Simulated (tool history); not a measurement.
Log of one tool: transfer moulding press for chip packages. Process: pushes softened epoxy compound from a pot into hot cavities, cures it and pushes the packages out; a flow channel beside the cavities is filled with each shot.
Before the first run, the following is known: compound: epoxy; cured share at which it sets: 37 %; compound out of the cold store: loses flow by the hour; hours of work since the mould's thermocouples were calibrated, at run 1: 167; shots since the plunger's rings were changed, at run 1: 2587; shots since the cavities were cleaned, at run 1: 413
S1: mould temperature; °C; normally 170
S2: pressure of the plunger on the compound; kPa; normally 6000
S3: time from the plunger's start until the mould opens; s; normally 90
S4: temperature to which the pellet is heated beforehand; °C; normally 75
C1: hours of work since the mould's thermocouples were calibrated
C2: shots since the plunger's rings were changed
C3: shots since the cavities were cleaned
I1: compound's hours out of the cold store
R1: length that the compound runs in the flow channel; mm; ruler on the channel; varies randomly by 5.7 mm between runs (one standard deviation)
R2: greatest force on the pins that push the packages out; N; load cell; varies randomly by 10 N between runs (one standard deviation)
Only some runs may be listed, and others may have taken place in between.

| run | hour | S1 | S2 | S3 | S4 | C1 | C2 | C3 | I1 | R1 | R2 |
|---|---|---|---|---|---|---|---|---|---|---|---|
| 1 | 0.0 | 170 | 6000 | 90 | 75 | 167 | 2587 | 413 | 13.3 | 906 | 942 |
|  | 48.1 | cavities cleaned with cleaning compound and waxed |
| 2 | 64.0 | 170 | 6000 | 90 | 75 | 208 | 3331 | 189 | 36.3 | 823 | 735 |
| 3 | 96.7 | 170 | 6000 | 90 | 75 | 229 | 3720 | 578 | 30.6 | 853 | 969 |
|  | 136.2 | cavities cleaned with cleaning compound and waxed |
| 4 | 152.9 | 170 | 6000 | 90 | 75 | 265 | 4371 | 198 | 42.6 | 800 | 716 |
| 5 | 209.1 | 170 | 6000 | 90 | 75 | 301 | 5040 | 867 | 9.4 | 906 | 1046 |
|  | 221.6 | cavities cleaned with cleaning compound and waxed |
|  | 249.9 | plunger's sealing rings changed |
| 6 | 261.7 | 170 | 6000 | 90 | 75 | 332 | 140 | 447 | 15.4 | 922 | 906 |
| 7 | 301.0 | 170 | 6000 | 75 | 75 | 358 | 608 | 915 | 21.0 | 890 | 1449 |
|  | 309.4 | cavities cleaned with cleaning compound and waxed |
| 8 | 335.7 | 170 | 6000 | 75 | 75 | 379 | 1003 | 314 | 33.2 | 864 | 1074 |
|  | 392.5 | cavities cleaned with cleaning compound and waxed |
| 9 | 392.5 | 170 | 6000 | 75 | 75 | 415 | 1661 | 0 | 20.5 | 894 | 678 |
| 10 | 431.9 | 170 | 5060 | 71 | 72 | 441 | 2130 | 469 | 46.0 | 728 | 1344 |
|  | 478.2 | cavities cleaned with cleaning compound and waxed |
| 11 | 502.6 | 170 | 6290 | 90 | 67 | 486 | 2954 | 291 | 26.0 | 885 | 767 |
|  | 564.4 | cavities cleaned with cleaning compound and waxed |
| 12 | 572.4 | 171 | 6000 | 117 | 75 | 530 | 3766 | 95 | 47.7 | 782 | 523 |

What if the next run were any one of these 4? Each begins from the tool's condition after run 12:
| A | 631.9 | 170 | 6640 | 90 | 79 | 569 | 4474 | 803 | 34.5 | ? | ? |
| B | 631.9 | 165 | 6000 | 90 | 75 | 569 | 4474 | 803 | 37.9 | ? | ? |
| C | 631.9 | 172 | 5220 | 124 | 75 | 569 | 4474 | 803 | 11.7 | ? | ? |
| D | 631.9 | 170 | 4860 | 90 | 75 | 569 | 4474 | 803 | 31.6 | ? | ? |

| run | R1 | R2 |
|---|---|---|
| A | 860 | 1015 |
| B | 841 | 1417 |
| C | 850 | 829 |
| D | 743 | 1021 |
Take away the tool's hidden state, keep each run's random variation, and the runs would have read:
| run | R1 | R2 |
|---|---|---|
| A | 889 | 461 |
| B | 868 | 630 |
| C | 878 | 384 |
| D | 768 | 462 |

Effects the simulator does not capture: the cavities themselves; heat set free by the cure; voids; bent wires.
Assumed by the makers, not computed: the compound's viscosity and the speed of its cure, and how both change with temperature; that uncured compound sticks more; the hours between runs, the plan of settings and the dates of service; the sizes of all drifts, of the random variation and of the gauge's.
